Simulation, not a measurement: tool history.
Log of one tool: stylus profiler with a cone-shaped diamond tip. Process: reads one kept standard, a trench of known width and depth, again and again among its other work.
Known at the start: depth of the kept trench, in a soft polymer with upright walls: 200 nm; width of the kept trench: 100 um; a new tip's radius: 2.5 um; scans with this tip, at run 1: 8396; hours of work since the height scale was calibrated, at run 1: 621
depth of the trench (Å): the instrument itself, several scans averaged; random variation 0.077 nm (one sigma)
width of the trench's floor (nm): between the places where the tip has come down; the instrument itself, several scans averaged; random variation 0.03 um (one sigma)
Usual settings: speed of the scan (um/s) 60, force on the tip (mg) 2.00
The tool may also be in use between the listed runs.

| run | hour | speed of the scan (um/s) | force on the tip (mg) | scans with this tip | hours of work since the height scale was calibrated | depth of the trench (Å) | width of the trench's floor (nm) |
|---|---|---|---|---|---|---|---|
| 1 | 0.0 | 60 | 2.00 | 8396 | 621 | 2003.0 | 96170 |
| 2 | 92.2 | 60 | 2.00 | 9015 | 666 | 2003.0 | 96100 |
| 3 | 185.0 | 60 | 2.00 | 9638 | 712 | 2002.7 | 96000 |
| 4 | 244.1 | 60 | 2.00 | 10035 | 742 | 2002.6 | 95960 |
|  | 278.2 | new tip fitted, height scale calibrated |
| 5 | 296.8 | 60 | 2.00 | 124 | 9 | 2010.3 | 97580 |
| 6 | 355.7 | 46 | 2.71 | 520 | 38 | 2010.9 | 97610 |
| 7 | 442.9 | 128 | 2.00 | 1106 | 82 | 2009.0 | 96910 |
| 8 | 498.3 | 128 | 2.00 | 1478 | 109 | 2008.1 | 96810 |
| 9 | 585.1 | 128 | 2.00 | 2061 | 152 | 2008.4 | 96680 |
| 10 | 643.0 | 18 | 4.98 | 2450 | 181 | 2015.6 | 97420 |

Forecast each of these 4 alternatives for the next run:
| A | 717.4 | 37 | 4.77 | 2950 | 218 | ? | ? |
| B | 717.4 | 75 | 0.69 | 2950 | 218 | ? | ? |
| C | 717.4 | 46 | 1.77 | 2950 | 218 | ? | ? |
| D | 717.4 | 17 | 2.00 | 2950 | 218 | ? | ? |

| run | depth of the trench (Å) | width of the trench's floor (nm) |
|---|---|---|
| A | 2014.4 | 97230 |
| B | 2001.0 | 96480 |
| C | 2006.3 | 97080 |
| D | 2007.2 | 97310 |
Without the tool's hidden state the same runs would have given:
| run | depth of the trench (Å) | width of the trench's floor (nm) |
|---|---|---|
| A | 2017.4 | 97870 |
| B | 2004.0 | 97130 |
| C | 2009.3 | 97720 |
| D | 2010.2 | 97950 |
